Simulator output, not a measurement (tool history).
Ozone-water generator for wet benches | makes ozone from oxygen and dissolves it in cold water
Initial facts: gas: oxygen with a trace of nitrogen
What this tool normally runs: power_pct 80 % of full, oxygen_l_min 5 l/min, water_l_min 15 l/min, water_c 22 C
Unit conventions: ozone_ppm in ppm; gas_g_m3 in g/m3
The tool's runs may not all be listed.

run,hour,power_pct,oxygen_l_min,water_l_min,water_c,ozone_ppm,gas_g_m3
1,0,80,5,15,22,28,234.5
2,121.4,80,5,15,22,28,233.6
3,215.1,80,5,15,22,27.5,233.6
4,339,80,5,15,22,27.9,232.4
5,427.7,96,5,15,22,32.1,271.4
6,533.1,80,5,15,22,27.4,236.4
7,666,80,5,24,22,19.8,233.7
8,791,80,5,24,22,19.8,232
9,868.8,80,5,24,22,19.6,232.4
# hour 889.7: water thermometer calibrated
10,951.7,80,5,24,22,19.8,231.2
11,1071.4,81,5,15,22,27.8,232.7
12,1177.8,80,5,15,15,30.3,233.1
13,1306.9,80,5,15,15,30.7,230.5
14,1411.5,80,5,15,28,24.3,231.5
15,1488.6,80,5,15,28,24.3,230.3
16,1578.4,80,5,15,22,26.9,230.3
17,1710.4,80,3.04,9,22,37,283.1
18,1817,62,2.62,18,28,16.5,246.6
19,1930.3,62,2.62,18,28,16.2,246
20,2064.9,62,2.62,18,28,16.5,244.9
21,2191.9,62,2.62,18,28,16.3,245.2
22,2304.9,60,5,13,22,23.1,178.9
23,2383.3,65,5,13,23,24.3,191.6
24,2464.4,65,5,13,23,24.3,191.8
25,2567.7,65,5,13,23,23.8,190.7
26,2702.9,97,5.97,15,25,29.2,247.4
27,2826.4,66,3.32,9,21,31.5,230.6
28,2908.4,66,3.32,9,21,31.4,232.1
29,2984.7,52,5,15,22,18.9,159.3
30,3073,52,5,15,22,18.5,159.9
31,3209.8,52,5,15,22,18.5,158.5
32,3313.7,52,5,15,22,18.3,160.5

5 options for the next run, each taken on its own from the tool as it stands now. Forecast them:
A,3383.8,52,3.58,11,14,?,?
B,3383.8,93,7.2,15,20,?,?
C,3383.8,40,5,15,22,?,?
D,3383.8,90,5,20,25,?,?
E,3383.8,80,7.31,20,22,?,?

run,ozone_ppm,gas_g_m3
A,25.1,183.5
B,30.1,218.5
C,14.8,128.2
D,22.6,246.3
E,21.9,192.8
What these runs would have given with no unlogged condition in the tool:
run,ozone_ppm,gas_g_m3
A,28.1,192.6
B,35.1,236.6
C,16.4,132.6
D,26.4,266.2
E,25.4,207.1

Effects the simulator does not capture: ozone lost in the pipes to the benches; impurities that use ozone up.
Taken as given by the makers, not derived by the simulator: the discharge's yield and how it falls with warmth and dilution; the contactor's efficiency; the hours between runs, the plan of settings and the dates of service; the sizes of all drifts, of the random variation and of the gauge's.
